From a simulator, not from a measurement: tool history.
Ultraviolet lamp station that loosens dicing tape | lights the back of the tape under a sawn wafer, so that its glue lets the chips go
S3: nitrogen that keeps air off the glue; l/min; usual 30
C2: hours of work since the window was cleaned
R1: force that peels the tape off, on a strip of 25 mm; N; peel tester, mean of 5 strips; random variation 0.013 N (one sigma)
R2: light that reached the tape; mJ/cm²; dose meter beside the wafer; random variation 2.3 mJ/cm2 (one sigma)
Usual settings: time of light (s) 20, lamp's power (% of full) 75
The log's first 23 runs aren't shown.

run 24 hour=623.1 | time_of_light_(s)=27 lamp's_power_(%_of_full)=67 S3=16 | hours_of_work_of_the_lamp=850 C2=98 | R1=0.985 R2=201
run 25 hour=659.7 | time_of_light_(s)=37 lamp's_power_(%_of_full)=76 S3=41 | hours_of_work_of_the_lamp=873 C2=121 | R1=0.244 R2=305
run 26 hour=681.1 | time_of_light_(s)=13 lamp's_power_(%_of_full)=75 S3=30 | hours_of_work_of_the_lamp=887 C2=135 | R1=1.917 R2=105
run 27 hour=708.3 | time_of_light_(s)=21 lamp's_power_(%_of_full)=62 S3=38 | hours_of_work_of_the_lamp=904 C2=152 | R1=1.174 R2=139
run 28 hour=738.1 | time_of_light_(s)=20 lamp's_power_(%_of_full)=75 S3=31 | hours_of_work_of_the_lamp=923 C2=171 | R1=1.011 R2=158
run 29 hour=766.2 | time_of_light_(s)=20 lamp's_power_(%_of_full)=75 S3=31 | hours_of_work_of_the_lamp=941 C2=189 | R1=1.031 R2=157
run 30 hour=800.7 | time_of_light_(s)=20 lamp's_power_(%_of_full)=68 S3=12 | hours_of_work_of_the_lamp=963 C2=211 | R1=2.143 R2=139
run 31 hour=838.5 | time_of_light_(s)=39 lamp's_power_(%_of_full)=60 S3=54 | hours_of_work_of_the_lamp=987 C2=235 | R1=0.319 R2=233
run 32 hour=876.1 | time_of_light_(s)=39 lamp's_power_(%_of_full)=60 S3=54 | hours_of_work_of_the_lamp=1011 C2=259 | R1=0.335 R2=230
run 33 hour=908.4 | time_of_light_(s)=16 lamp's_power_(%_of_full)=75 S3=11 | hours_of_work_of_the_lamp=1032 C2=280 | R1=2.803 R2=119
-- hour=927.1 window cleaned of glue's vapour
run 34 hour=929.4 | time_of_light_(s)=16 lamp's_power_(%_of_full)=75 S3=11 | hours_of_work_of_the_lamp=1045 C2=1 | R1=2.291 R2=128
run 35 hour=962.4 | time_of_light_(s)=29 lamp's_power_(%_of_full)=75 S3=35 | hours_of_work_of_the_lamp=1066 C2=23 | R1=0.402 R2=241
run 36 hour=980.9 | time_of_light_(s)=29 lamp's_power_(%_of_full)=75 S3=35 | hours_of_work_of_the_lamp=1078 C2=34 | R1=0.412 R2=235
run 37 hour=1006.8 | time_of_light_(s)=11 lamp's_power_(%_of_full)=72 S3=12 | hours_of_work_of_the_lamp=1095 C2=51 | R1=3.693 R2=81

3 ways to go on from here, each from the tool as it stands after run 37. What would each give?
run A hour=1026.6 | time_of_light_(s)=22 lamp's_power_(%_of_full)=64 S3=34 | hours_of_work_of_the_lamp=1107 C2=64 | R1=? R2=?
run B hour=1026.6 | time_of_light_(s)=23 lamp's_power_(%_of_full)=67 S3=30 | hours_of_work_of_the_lamp=1107 C2=64 | R1=? R2=?
run C hour=1026.6 | time_of_light_(s)=34 lamp's_power_(%_of_full)=61 S3=13 | hours_of_work_of_the_lamp=1107 C2=64 | R1=? R2=?

run=A R1=1.057 R2=149
run=B R1=0.94 R2=168
run=C R1=0.919 R2=225
Without the tool's hidden state the same runs would have given:
run=A R1=0.626 R2=194
run=B R1=0.55 R2=216
run=C R1=0.535 R2=291

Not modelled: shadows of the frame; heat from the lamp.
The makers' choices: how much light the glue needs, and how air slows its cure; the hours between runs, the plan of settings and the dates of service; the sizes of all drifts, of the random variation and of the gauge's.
